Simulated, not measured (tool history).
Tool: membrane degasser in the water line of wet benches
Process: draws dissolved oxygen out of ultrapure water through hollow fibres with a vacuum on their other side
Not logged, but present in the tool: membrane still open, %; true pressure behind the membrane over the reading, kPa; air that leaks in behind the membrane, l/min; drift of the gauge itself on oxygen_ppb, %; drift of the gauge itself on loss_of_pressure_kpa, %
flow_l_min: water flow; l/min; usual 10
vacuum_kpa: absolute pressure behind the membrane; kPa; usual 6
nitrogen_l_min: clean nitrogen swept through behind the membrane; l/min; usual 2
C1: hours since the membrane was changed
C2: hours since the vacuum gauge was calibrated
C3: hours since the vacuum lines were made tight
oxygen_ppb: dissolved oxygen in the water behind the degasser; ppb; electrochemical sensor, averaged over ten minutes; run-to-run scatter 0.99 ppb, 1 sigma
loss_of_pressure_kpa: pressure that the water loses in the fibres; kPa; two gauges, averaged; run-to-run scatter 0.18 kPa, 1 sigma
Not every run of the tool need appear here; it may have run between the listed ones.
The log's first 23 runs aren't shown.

run 24 hour=2395.7 | flow_l_min=6 vacuum_kpa=7.87 nitrogen_l_min=1.4 | C1=7150 C2=2500 C3=8894 | oxygen_ppb=66.9 loss_of_pressure_kpa=19.9
run 25 hour=2518.8 | flow_l_min=6 vacuum_kpa=7.87 nitrogen_l_min=0.98 | C1=7273 C2=2623 C3=9017 | oxygen_ppb=88.9 loss_of_pressure_kpa=19.9
-- hour=2556 seals of the vacuum lines changed
run 26 hour=2589.8 | flow_l_min=10 vacuum_kpa=6.48 nitrogen_l_min=2 | C1=7343 C2=2692 C3=34 | oxygen_ppb=100 loss_of_pressure_kpa=33.26
run 27 hour=2706.5 | flow_l_min=10 vacuum_kpa=6 nitrogen_l_min=1.01 | C1=7459 C2=2809 C3=151 | oxygen_ppb=124.6 loss_of_pressure_kpa=32.84
run 28 hour=2844.6 | flow_l_min=8 vacuum_kpa=6 nitrogen_l_min=2 | C1=7597 C2=2947 C3=289 | oxygen_ppb=64.8 loss_of_pressure_kpa=26.84
run 29 hour=2962.8 | flow_l_min=8 vacuum_kpa=6 nitrogen_l_min=2 | C1=7716 C2=3065 C3=407 | oxygen_ppb=64.6 loss_of_pressure_kpa=26.83
run 30 hour=3032.8 | flow_l_min=7 vacuum_kpa=6 nitrogen_l_min=0.84 | C1=7785 C2=3135 C3=477 | oxygen_ppb=82.5 loss_of_pressure_kpa=23.33
run 31 hour=3126.5 | flow_l_min=7 vacuum_kpa=6 nitrogen_l_min=0.84 | C1=7879 C2=3229 C3=570 | oxygen_ppb=82.9 loss_of_pressure_kpa=23.45

3 ways to go on from here, each from the tool as it stands after run 31. What would each give?
run A hour=3206.2 | flow_l_min=11 vacuum_kpa=7.76 nitrogen_l_min=1.6 | C1=7959 C2=3309 C3=650 | oxygen_ppb=? loss_of_pressure_kpa=?
run B hour=3206.2 | flow_l_min=7 vacuum_kpa=4.93 nitrogen_l_min=2.35 | C1=7959 C2=3309 C3=650 | oxygen_ppb=? loss_of_pressure_kpa=?
run C hour=3206.2 | flow_l_min=10 vacuum_kpa=6 nitrogen_l_min=1.63 | C1=7959 C2=3309 C3=650 | oxygen_ppb=? loss_of_pressure_kpa=?

run=A oxygen_ppb=150.5 loss_of_pressure_kpa=37.15
run=B oxygen_ppb=40.4 loss_of_pressure_kpa=23.56
run=C oxygen_ppb=102.3 loss_of_pressure_kpa=33.45
With the hidden condition removed and each run's random variation left untouched, the same runs would have given:
run=A oxygen_ppb=150.4 loss_of_pressure_kpa=35.65
run=B oxygen_ppb=40.4 loss_of_pressure_kpa=22.61
run=C oxygen_ppb=102.2 loss_of_pressure_kpa=32.09
